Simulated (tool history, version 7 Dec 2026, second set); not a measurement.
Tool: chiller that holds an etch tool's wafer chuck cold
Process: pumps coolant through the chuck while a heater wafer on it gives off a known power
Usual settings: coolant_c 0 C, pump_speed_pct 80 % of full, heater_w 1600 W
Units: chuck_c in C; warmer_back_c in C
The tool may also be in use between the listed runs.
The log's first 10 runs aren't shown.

run	hour	coolant_c	pump_speed_pct	heater_w	chuck_c	warmer_back_c
11	1098.8	0	83	1600	13.2	4.51
12	1163.6	0	83	1600	13.3	4.52
13	1283.5	0	80	1600	13.6	4.72
14	1388.9	0	80	1600	13.7	4.75
15	1528.2	0	80	1600	13.7	4.79
16	1596	0	80	1600	13.9	4.78
17	1742	0	72	1600	15	5.43
18	1817.7	0	78	1357	12.3	4.24
19	1945.7	-2	78	1600	12.2	4.93
20	2093.3	-2	78	1600	12.4	4.91
# hour 2111.4: coolant pump overhauled
21	2184.4	-1	72	1600	14.7	5.64
22	2267	4	78	1774	20.2	5.72
# hour 2370.4: coolant pump overhauled, once more
23	2386.3	-6	97	2201	8.7	4.6
24	2533	9	88	1600	20.8	3.77
25	2653.3	9	88	1600	20.9	3.81
26	2773.5	-2	89	1444	8.8	3.4
27	2919.5	-9	76	1444	3.2	4.08
28	3001.5	5	84	2239	22.2	5.58
29	3068.3	5	84	2239	22.6	5.6
30	3154.4	5	84	2101	21.5	5.21
31	3286.8	-1	67	861	7.2	2.86
32	3363.1	2	61	824	10.7	3.01
33	3497.8	2	61	824	10.7	2.97

Forecast each of these 3 alternatives for the next run:
A	3629.3	6	61	2342	?	?
B	3629.3	5	81	824	?	?
C	3629.3	2	95	824	?	?

run	chuck_c	warmer_back_c
A	30.5	8.53
B	12	2.13
C	8.2	1.79
Without the tool's hidden state the same runs would have given:
run	chuck_c	warmer_back_c
A	26.7	8.42
B	10.7	2.11
C	7	1.76

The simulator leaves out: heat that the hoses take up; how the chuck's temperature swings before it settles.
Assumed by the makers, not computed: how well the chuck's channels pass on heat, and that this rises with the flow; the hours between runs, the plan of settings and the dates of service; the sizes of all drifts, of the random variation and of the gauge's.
